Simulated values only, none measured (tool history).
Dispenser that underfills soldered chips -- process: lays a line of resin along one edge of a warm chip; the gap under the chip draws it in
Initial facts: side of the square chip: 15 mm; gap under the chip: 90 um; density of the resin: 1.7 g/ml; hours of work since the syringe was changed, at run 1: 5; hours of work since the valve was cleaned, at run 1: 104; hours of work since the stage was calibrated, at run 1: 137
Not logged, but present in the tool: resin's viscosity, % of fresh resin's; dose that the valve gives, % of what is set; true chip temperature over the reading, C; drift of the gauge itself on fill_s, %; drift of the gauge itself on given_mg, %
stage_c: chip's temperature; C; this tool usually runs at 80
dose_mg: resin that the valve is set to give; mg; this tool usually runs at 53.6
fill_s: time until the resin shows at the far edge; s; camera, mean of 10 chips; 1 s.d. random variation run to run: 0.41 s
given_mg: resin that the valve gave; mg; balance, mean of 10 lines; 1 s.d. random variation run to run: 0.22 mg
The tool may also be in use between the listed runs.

run	hour	stage_c	dose_mg	hours of work since the syringe was changed	hours of work since the valve was cleaned	hours of work since the stage was calibrated	fill_s	given_mg
1	0	80	53.6	5	104	137	36.6	50.09
# hour 1: new syringe of resin
2	5.7	80	53.6	3	107	140	32.6	50.49
# hour 9.6: new syringe of resin
3	14.6	80	53.6	3	113	146	33.2	50.56
# hour 18.1: new syringe of resin
4	23	80	53.6	3	118	151	33.5	50.29
# hour 27.3: new syringe of resin
# hour 29.6: dispensing valve cleaned and set on the balance
5	32	80	53.6	2	2	156	33.3	53.92
# hour 36.8: new syringe of resin
6	41.8	80	53.6	3	8	162	33.4	53.45
# hour 45.5: new syringe of resin
7	49.1	80	53.6	2	12	167	32.8	53.27
# hour 54: new syringe of resin
8	55.2	86	49.5	1	16	171	23.9	49.08
# hour 62.7: new syringe of resin
9	63.1	82	54.2	0	21	176	26.7	53.64
10	68.4	82	54.2	4	25	179	32.9	52.97
# hour 72: new syringe of resin
11	73.2	87	50.8	1	28	182	23.1	50.28
# hour 80.9: new syringe of resin
12	82.9	80	50.6	1	34	189	31.8	49.77
# hour 89.7: new syringe of resin
13	91.8	79	68.3	1	40	194	31.1	66.63

Here are 3 independent what-if runs from the current tool condition. What would each one return?
# hour 98.5: new syringe of resin
A	98.8	80	68.1	0	44	199	?	?
# hour 98.5: new syringe of resin
B	98.8	93	50.8	0	44	199	?	?
# hour 98.5: new syringe of resin
C	98.8	83	63.6	0	44	199	?	?

run	fill_s	given_mg
A	29	66.79
B	18.8	49.35
C	26.1	61.94
Stripped of hidden state, with their random variation kept, the same runs would have yielded:
run	fill_s	given_mg
A	27.1	68.35
B	17.6	50.5
C	24.4	63.37
